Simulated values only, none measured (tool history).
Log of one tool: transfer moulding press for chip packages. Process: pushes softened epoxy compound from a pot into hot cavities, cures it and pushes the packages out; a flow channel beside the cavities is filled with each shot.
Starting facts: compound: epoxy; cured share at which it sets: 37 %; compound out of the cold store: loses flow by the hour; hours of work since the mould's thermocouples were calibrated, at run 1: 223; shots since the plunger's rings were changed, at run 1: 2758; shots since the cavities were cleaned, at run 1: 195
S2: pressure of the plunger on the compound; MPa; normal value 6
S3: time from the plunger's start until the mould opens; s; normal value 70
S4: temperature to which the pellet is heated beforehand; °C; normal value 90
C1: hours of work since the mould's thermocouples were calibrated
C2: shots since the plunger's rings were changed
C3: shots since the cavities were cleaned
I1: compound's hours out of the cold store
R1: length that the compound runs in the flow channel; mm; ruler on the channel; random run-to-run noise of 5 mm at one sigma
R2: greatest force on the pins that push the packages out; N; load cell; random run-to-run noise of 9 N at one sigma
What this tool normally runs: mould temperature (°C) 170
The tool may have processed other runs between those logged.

{"run": 1, "hour": 0.0, "mould temperature (°C)": 170, "S2": 6, "S3": 70, "S4": 90, "C1": 223, "C2": 2758, "C3": 195, "I1": 14.1, "R1": 760, "R2": 535}
{"run": 2, "hour": 13.8, "mould temperature (°C)": 170, "S2": 6, "S3": 70, "S4": 95, "C1": 231, "C2": 2966, "C3": 403, "I1": 23.1, "R1": 727, "R2": 560}
{"run": 3, "hour": 29.4, "mould temperature (°C)": 172, "S2": 6, "S3": 70, "S4": 90, "C1": 241, "C2": 3203, "C3": 640, "I1": 34.9, "R1": 701, "R2": 539}
{"hour": 32.1, "done": "cavities cleaned with cleaning compound and waxed"}
{"run": 4, "hour": 50.2, "mould temperature (°C)": 172, "S2": 6, "S3": 70, "S4": 90, "C1": 253, "C2": 3495, "C3": 273, "I1": 29.5, "R1": 709, "R2": 445}
{"run": 5, "hour": 71.1, "mould temperature (°C)": 172, "S2": 6, "S3": 70, "S4": 90, "C1": 266, "C2": 3812, "C3": 590, "I1": 38.6, "R1": 681, "R2": 519}
{"hour": 77.5, "done": "cavities cleaned with cleaning compound and waxed"}
{"run": 6, "hour": 89.9, "mould temperature (°C)": 172, "S2": 6, "S3": 70, "S4": 90, "C1": 276, "C2": 4073, "C3": 187, "I1": 18.1, "R1": 730, "R2": 440}
{"run": 7, "hour": 115.2, "mould temperature (°C)": 172, "S2": 6, "S3": 70, "S4": 90, "C1": 292, "C2": 4455, "C3": 569, "I1": 10, "R1": 753, "R2": 572}
{"hour": 121.7, "done": "cavities cleaned with cleaning compound and waxed"}
{"run": 8, "hour": 131.5, "mould temperature (°C)": 172, "S2": 6, "S3": 70, "S4": 90, "C1": 301, "C2": 4680, "C3": 149, "I1": 44.2, "R1": 666, "R2": 427}
{"run": 9, "hour": 149.5, "mould temperature (°C)": 172, "S2": 6, "S3": 70, "S4": 90, "C1": 312, "C2": 4952, "C3": 421, "I1": 28.8, "R1": 698, "R2": 499}
{"hour": 166.3, "done": "cavities cleaned with cleaning compound and waxed"}
{"run": 10, "hour": 167.3, "mould temperature (°C)": 172, "S2": 6, "S3": 70, "S4": 90, "C1": 322, "C2": 5199, "C3": 16, "I1": 15.4, "R1": 726, "R2": 367}
{"run": 11, "hour": 178.5, "mould temperature (°C)": 165, "S2": 6, "S3": 70, "S4": 90, "C1": 329, "C2": 5368, "C3": 185, "I1": 26.4, "R1": 730, "R2": 712}
{"run": 12, "hour": 199.9, "mould temperature (°C)": 164, "S2": 6, "S3": 70, "S4": 90, "C1": 342, "C2": 5692, "C3": 509, "I1": 26.3, "R1": 717, "R2": 885}
{"hour": 211.0, "done": "cavities cleaned with cleaning compound and waxed"}
{"run": 13, "hour": 216.8, "mould temperature (°C)": 170, "S2": 6, "S3": 70, "S4": 83, "C1": 351, "C2": 5925, "C3": 89, "I1": 36.3, "R1": 684, "R2": 459}
{"run": 14, "hour": 239.7, "mould temperature (°C)": 170, "S2": 6, "S3": 70, "S4": 83, "C1": 365, "C2": 6272, "C3": 436, "I1": 41.1, "R1": 669, "R2": 544}
{"hour": 255.0, "done": "cavities cleaned with cleaning compound and waxed"}
{"run": 15, "hour": 266.0, "mould temperature (°C)": 170, "S2": 5.57, "S3": 68, "S4": 85, "C1": 381, "C2": 6646, "C3": 165, "I1": 14.8, "R1": 700, "R2": 519}
{"hour": 288.2, "done": "plunger's sealing rings changed"}
{"run": 16, "hour": 291.0, "mould temperature (°C)": 177, "S2": 6, "S3": 70, "S4": 94, "C1": 394, "C2": 42, "C3": 506, "I1": 47.1, "R1": 670, "R2": 431}
{"hour": 303.2, "done": "cavities cleaned with cleaning compound and waxed"}
{"run": 17, "hour": 308.5, "mould temperature (°C)": 169, "S2": 6, "S3": 70, "S4": 85, "C1": 404, "C2": 285, "C3": 81, "I1": 15.5, "R1": 762, "R2": 497}
{"run": 18, "hour": 329.1, "mould temperature (°C)": 170, "S2": 6.03, "S3": 82, "S4": 96, "C1": 417, "C2": 596, "C3": 392, "I1": 35.6, "R1": 713, "R2": 432}
{"hour": 347.5, "done": "cavities cleaned with cleaning compound and waxed"}
{"run": 19, "hour": 353.4, "mould temperature (°C)": 170, "S2": 7.02, "S3": 70, "S4": 90, "C1": 431, "C2": 941, "C3": 90, "I1": 36.2, "R1": 766, "R2": 447}
{"run": 20, "hour": 364.8, "mould temperature (°C)": 170, "S2": 6, "S3": 71, "S4": 90, "C1": 438, "C2": 1113, "C3": 262, "I1": 37.7, "R1": 703, "R2": 488}
{"run": 21, "hour": 389.7, "mould temperature (°C)": 170, "S2": 6, "S3": 71, "S4": 90, "C1": 453, "C2": 1490, "C3": 639, "I1": 45.5, "R1": 689, "R2": 582}
{"hour": 393.5, "done": "cavities cleaned with cleaning compound and waxed"}
{"hour": 397.6, "done": "mould's thermocouples calibrated"}
{"run": 22, "hour": 405.5, "mould temperature (°C)": 168, "S2": 5.36, "S3": 68, "S4": 92, "C1": 5, "C2": 1676, "C3": 151, "I1": 22.2, "R1": 708, "R2": 589}
{"run": 23, "hour": 425.2, "mould temperature (°C)": 168, "S2": 5.36, "S3": 68, "S4": 92, "C1": 17, "C2": 1974, "C3": 449, "I1": 31.5, "R1": 685, "R2": 684}
{"hour": 440.0, "done": "cavities cleaned with cleaning compound and waxed"}
{"run": 24, "hour": 442.7, "mould temperature (°C)": 168, "S2": 5.36, "S3": 68, "S4": 92, "C1": 27, "C2": 2217, "C3": 42, "I1": 13.2, "R1": 723, "R2": 520}
{"run": 25, "hour": 453.5, "mould temperature (°C)": 168, "S2": 5.36, "S3": 68, "S4": 90, "C1": 33, "C2": 2380, "C3": 205, "I1": 25.1, "R1": 692, "R2": 611}
{"run": 26, "hour": 468.7, "mould temperature (°C)": 165, "S2": 5.36, "S3": 109, "S4": 88, "C1": 43, "C2": 2610, "C3": 435, "I1": 27.9, "R1": 698, "R2": 400}
{"run": 27, "hour": 479.2, "mould temperature (°C)": 169, "S2": 6, "S3": 70, "S4": 90, "C1": 49, "C2": 2769, "C3": 594, "I1": 33.7, "R1": 708, "R2": 623}

Some steps in R1 between neighbouring runs. How much of each would the tool show without its hidden state too (settings, what came in, random variation), and how much is left for the hidden state, with any gauge scatter that isn't in both results?
The tool's hidden condition here consists of: true mould temperature over the reading, C; pressure that reaches the compound, % of what is set; grip of the stained cavities, % over clean ones'; drift of the gauge itself on flow_mm, %; drift of the gauge itself on push_out_n, %.
Run 7 -> 8: cavities cleaned with cleaning compound and waxed. R1 -87 mm: hidden state +2, all else -89.
Run 14 -> 15: S2 6 -> 5.57, S3 70 -> 68, S4 83 -> 85, cavities cleaned with cleaning compound and waxed. R1 +31 mm: hidden state -4, all else +35.
Run 15 -> 16: mould temperature (°C) 170 -> 177, S2 5.57 -> 6, S3 68 -> 70, S4 85 -> 94, plunger's sealing rings changed. R1 -30 mm: hidden state +36, all else -66.
Run 16 -> 17: mould temperature (°C) 177 -> 169, S4 94 -> 85, cavities cleaned with cleaning compound and waxed. R1 +92 mm: hidden state -2, all else +94.
